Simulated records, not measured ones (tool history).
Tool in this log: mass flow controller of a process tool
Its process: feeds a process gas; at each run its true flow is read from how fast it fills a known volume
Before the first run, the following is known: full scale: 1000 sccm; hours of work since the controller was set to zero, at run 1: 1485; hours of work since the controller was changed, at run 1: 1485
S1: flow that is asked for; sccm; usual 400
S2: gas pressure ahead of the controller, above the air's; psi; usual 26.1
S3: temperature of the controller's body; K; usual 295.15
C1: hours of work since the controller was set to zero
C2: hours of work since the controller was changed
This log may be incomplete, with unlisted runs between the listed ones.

{"run": 1, "day": 0.0, "S1": 400, "S2": 26.1, "S3": 295.15, "C1": 1485, "C2": 1485, "true flow (%)": 98.17}
{"run": 2, "day": 6.654, "S1": 400, "S2": 26.1, "S3": 295.15, "C1": 1563, "C2": 1563, "true flow (%)": 98.02}
{"run": 3, "day": 16.254, "S1": 400, "S2": 26.1, "S3": 295.15, "C1": 1675, "C2": 1675, "true flow (%)": 98.04}
{"run": 4, "day": 25.004, "S1": 400, "S2": 26.1, "S3": 295.15, "C1": 1778, "C2": 1778, "true flow (%)": 98.18}
{"run": 5, "day": 32.254, "S1": 400, "S2": 26.1, "S3": 295.15, "C1": 1862, "C2": 1862, "true flow (%)": 98.18}
{"run": 6, "day": 43.025, "S1": 400, "S2": 26.1, "S3": 295.15, "C1": 1988, "C2": 1988, "true flow (%)": 98.25}
{"run": 7, "day": 53.0, "S1": 400, "S2": 26.1, "S3": 295.15, "C1": 2105, "C2": 2105, "true flow (%)": 98.33}
{"run": 8, "day": 59.875, "S1": 400, "S2": 26.1, "S3": 295.15, "C1": 2185, "C2": 2185, "true flow (%)": 98.35}
{"run": 9, "day": 70.846, "S1": 400, "S2": 26.1, "S3": 295.15, "C1": 2314, "C2": 2314, "true flow (%)": 98.45}
{"run": 10, "day": 81.012, "S1": 400, "S2": 26.1, "S3": 295.15, "C1": 2433, "C2": 2433, "true flow (%)": 98.45}
{"run": 11, "day": 91.558, "S1": 400, "S2": 26.1, "S3": 295.15, "C1": 2556, "C2": 2556, "true flow (%)": 98.5}
{"run": 12, "day": 99.817, "S1": 400, "S2": 26.1, "S3": 295.15, "C1": 2653, "C2": 2653, "true flow (%)": 98.62}
{"run": 13, "day": 105.904, "S1": 400, "S2": 26.1, "S3": 295.15, "C1": 2724, "C2": 2724, "true flow (%)": 98.56}
{"run": 14, "day": 114.038, "S1": 400, "S2": 26.1, "S3": 295.15, "C1": 2819, "C2": 2819, "true flow (%)": 98.56}
{"run": 15, "day": 121.879, "S1": 400, "S2": 26.1, "S3": 295.15, "C1": 2911, "C2": 2911, "true flow (%)": 98.81}
{"run": 16, "day": 133.508, "S1": 400, "S2": 26.1, "S3": 295.15, "C1": 3047, "C2": 3047, "true flow (%)": 98.56}
{"run": 17, "day": 144.738, "S1": 400, "S2": 26.1, "S3": 295.15, "C1": 3178, "C2": 3178, "true flow (%)": 98.6}
{"run": 18, "day": 154.042, "S1": 400, "S2": 31.3, "S3": 295.15, "C1": 3287, "C2": 3287, "true flow (%)": 98.89}
{"day": 159.642, "done": "gauge calibrated"}
{"run": 19, "day": 163.692, "S1": 400, "S2": 31.3, "S3": 295.15, "C1": 3400, "C2": 3400, "true flow (%)": 98.31}
{"run": 20, "day": 173.425, "S1": 400, "S2": 31.3, "S3": 295.15, "C1": 3514, "C2": 3514, "true flow (%)": 98.37}
{"run": 21, "day": 184.908, "S1": 400, "S2": 31.3, "S3": 295.15, "C1": 3648, "C2": 3648, "true flow (%)": 98.26}
{"run": 22, "day": 191.412, "S1": 400, "S2": 30.6, "S3": 295.15, "C1": 3724, "C2": 3724, "true flow (%)": 98.32}
{"run": 23, "day": 196.529, "S1": 400, "S2": 30.6, "S3": 295.15, "C1": 3784, "C2": 3784, "true flow (%)": 98.41}
{"run": 24, "day": 203.342, "S1": 400, "S2": 30.6, "S3": 295.15, "C1": 3863, "C2": 3863, "true flow (%)": 98.44}
{"run": 25, "day": 208.612, "S1": 400, "S2": 30.6, "S3": 295.15, "C1": 3925, "C2": 3925, "true flow (%)": 98.56}
{"run": 26, "day": 213.571, "S1": 137, "S2": 36.3, "S3": 309.15, "C1": 3983, "C2": 3983, "true flow (%)": 99.79}
{"run": 27, "day": 219.504, "S1": 137, "S2": 31.3, "S3": 298.15, "C1": 4053, "C2": 4053, "true flow (%)": 98.17}
{"run": 28, "day": 228.542, "S1": 137, "S2": 31.3, "S3": 298.15, "C1": 4158, "C2": 4158, "true flow (%)": 98.16}
{"run": 29, "day": 239.146, "S1": 137, "S2": 31.3, "S3": 298.15, "C1": 4282, "C2": 4282, "true flow (%)": 98.35}
{"run": 30, "day": 249.833, "S1": 123, "S2": 26.1, "S3": 307.15, "C1": 4407, "C2": 4407, "true flow (%)": 99.06}
{"run": 31, "day": 259.075, "S1": 123, "S2": 26.1, "S3": 307.15, "C1": 4515, "C2": 4515, "true flow (%)": 99.26}
{"run": 32, "day": 266.433, "S1": 376, "S2": 26.1, "S3": 295.15, "C1": 4601, "C2": 4601, "true flow (%)": 98.51}
{"run": 33, "day": 277.821, "S1": 339, "S2": 26.1, "S3": 302.15, "C1": 4735, "C2": 4735, "true flow (%)": 99.34}
{"run": 34, "day": 286.45, "S1": 339, "S2": 26.1, "S3": 302.15, "C1": 4836, "C2": 4836, "true flow (%)": 99.36}
{"run": 35, "day": 295.892, "S1": 705, "S2": 36.1, "S3": 308.15, "C1": 4946, "C2": 4946, "true flow (%)": 101.45}
{"run": 36, "day": 305.7, "S1": 705, "S2": 36.1, "S3": 308.15, "C1": 5061, "C2": 5061, "true flow (%)": 101.58}
{"run": 37, "day": 314.283, "S1": 228, "S2": 36.1, "S3": 308.15, "C1": 5161, "C2": 5161, "true flow (%)": 100.29}
{"run": 38, "day": 319.388, "S1": 142, "S2": 33.5, "S3": 304.15, "C1": 5221, "C2": 5221, "true flow (%)": 99.54}
{"run": 39, "day": 325.992, "S1": 400, "S2": 20.7, "S3": 297.15, "C1": 5298, "C2": 5298, "true flow (%)": 98.87}
{"run": 40, "day": 331.271, "S1": 156, "S2": 20.7, "S3": 305.15, "C1": 5360, "C2": 5360, "true flow (%)": 99.25}
{"run": 41, "day": 339.833, "S1": 156, "S2": 20.7, "S3": 305.15, "C1": 5460, "C2": 5460, "true flow (%)": 99.35}
{"run": 42, "day": 349.742, "S1": 156, "S2": 20.7, "S3": 305.15, "C1": 5576, "C2": 5576, "true flow (%)": 99.36}
{"run": 43, "day": 355.95, "S1": 156, "S2": 20.7, "S3": 305.15, "C1": 5648, "C2": 5648, "true flow (%)": 99.49}
{"run": 44, "day": 361.288, "S1": 148, "S2": 35.7, "S3": 298.15, "C1": 5711, "C2": 5711, "true flow (%)": 99.07}
{"run": 45, "day": 368.642, "S1": 148, "S2": 35.7, "S3": 297.15, "C1": 5797, "C2": 5797, "true flow (%)": 99.02}
{"day": 373.962, "done": "controller's zero set anew"}
{"run": 46, "day": 377.579, "S1": 386, "S2": 26.1, "S3": 294.15, "C1": 42, "C2": 5901, "true flow (%)": 98.78}
{"run": 47, "day": 388.283, "S1": 386, "S2": 38.7, "S3": 303.15, "C1": 167, "C2": 6026, "true flow (%)": 100.49}
{"run": 48, "day": 397.571, "S1": 100, "S2": 24.9, "S3": 310.15, "C1": 276, "C2": 6135, "true flow (%)": 100.18}

Here are 4 independent what-if runs from the current tool condition. What would each one return?
{"day": 398.65, "done": "controller exchanged for a calibrated one"}
{"run": "A", "day": 404.071, "S1": 100, "S2": 24.9, "S3": 299.15, "C1": 63, "C2": 63, "true flow (%)": "?"}
{"day": 398.65, "done": "controller exchanged for a calibrated one"}
{"run": "B", "day": 404.071, "S1": 100, "S2": 38.9, "S3": 310.15, "C1": 63, "C2": 63, "true flow (%)": "?"}
{"day": 398.65, "done": "controller exchanged for a calibrated one"}
{"run": "C", "day": 404.071, "S1": 576, "S2": 24.7, "S3": 306.15, "C1": 63, "C2": 63, "true flow (%)": "?"}
{"day": 398.65, "done": "controller exchanged for a calibrated one"}
{"run": "D", "day": 404.071, "S1": 100, "S2": 24.9, "S3": 295.15, "C1": 63, "C2": 63, "true flow (%)": "?"}

run=A true_flow_(%)=98.9
run=B true_flow_(%)=100.76
run=C true_flow_(%)=100.79
run=D true_flow_(%)=98.46
Without the tool's unlogged condition, the same runs would have read:
run=A true_flow_(%)=97.81
run=B true_flow_(%)=99.65
run=C true_flow_(%)=99.68
run=D true_flow_(%)=97.38
